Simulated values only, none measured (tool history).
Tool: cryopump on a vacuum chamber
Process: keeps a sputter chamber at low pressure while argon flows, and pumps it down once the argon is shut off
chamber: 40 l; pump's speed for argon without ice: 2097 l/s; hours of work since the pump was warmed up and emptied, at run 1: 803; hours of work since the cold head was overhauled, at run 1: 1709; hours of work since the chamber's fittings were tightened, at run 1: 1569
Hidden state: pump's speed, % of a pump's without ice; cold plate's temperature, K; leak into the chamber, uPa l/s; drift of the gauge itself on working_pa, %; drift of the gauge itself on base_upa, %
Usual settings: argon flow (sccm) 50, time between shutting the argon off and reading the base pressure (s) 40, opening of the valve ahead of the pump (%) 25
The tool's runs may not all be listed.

run	day	argon flow (sccm)	time between shutting the argon off and reading the base pressure (s)	opening of the valve ahead of the pump (%)	hours of work since the pump was warmed up and emptied	hours of work since the cold head was overhauled	hours of work since the chamber's fittings were tightened	pressure while argon flows (Pa)	pressure after the wait (uPa)
1	0	50	40	25	803	1709	1569	0.1721	3.62
2	1.775	50	40	25	839	1744	1605	0.1714	3.71
3	3.179	50	40	25	867	1772	1633	0.1716	3.72
# day 4.575: pump warmed up, emptied and cooled again
4	5.471	50	40	25	18	1814	1674	0.162	3.37
5	7.462	50	40	42	58	1854	1714	0.0972	3.4
6	9.054	50	40	35	89	1885	1746	0.1168	3.45
7	11.242	50	40	25	133	1929	1790	0.1636	3.58
8	12.933	50	40	25	167	1963	1823	0.1629	3.62
9	14.104	50	40	25	190	1986	1847	0.1619	3.64
10	15.912	50	40	25	227	2022	1883	0.1646	3.68
11	16.954	50	40	25	247	2043	1904	0.164	3.69
# day 17.9: leaking fittings of the chamber tightened, without venting
12	18.004	50	40	25	267	2063	2	0.1645	1.62
13	19.35	50	40	25	294	2089	29	0.1645	1.7
14	21.517	50	40	46	337	2133	72	0.0916	1.72
15	22.738	73	256	24	361	2157	97	0.2503	0.51
16	24.971	73	256	24	406	2202	141	0.2511	0.53
17	27.233	73	256	24	451	2247	187	0.2521	0.63
18	29.138	50	208	30	489	2285	225	0.1412	0.7
19	30.867	23	199	26	524	2320	259	0.0748	0.76
20	32.762	23	199	26	562	2357	297	0.0738	0.79
21	34.658	50	40	17	600	2395	335	0.2439	2.01
22	35.788	33	29	17	622	2418	358	0.1611	2.64
23	37.717	99	55	52	661	2457	396	0.1692	1.73
24	39.067	99	55	52	688	2484	423	0.1672	1.71
25	40.492	79	287	59	716	2512	452	0.122	0.92
26	42.633	79	287	59	759	2555	494	0.1229	1
27	43.562	79	24	38	777	2573	513	0.1802	3.15

4 ways to go on from here, each from the tool as it stands after run 27. What would each give?
A	44.538	50	41	26	797	2593	532	?	?
B	44.538	22	113	19	797	2593	532	?	?
C	44.538	25	40	25	797	2593	532	?	?
D	44.538	43	40	25	797	2593	532	?	?

run	pressure while argon flows (Pa)	pressure after the wait (uPa)
A	0.1652	2.3
B	0.0965	1.33
C	0.0848	2.28
D	0.1468	2.32
Without the tool's hidden state the same runs would have given:
run	pressure while argon flows (Pa)	pressure after the wait (uPa)
A	0.1561	1.59
B	0.0925	0.64
C	0.0802	1.59
D	0.1389	1.62

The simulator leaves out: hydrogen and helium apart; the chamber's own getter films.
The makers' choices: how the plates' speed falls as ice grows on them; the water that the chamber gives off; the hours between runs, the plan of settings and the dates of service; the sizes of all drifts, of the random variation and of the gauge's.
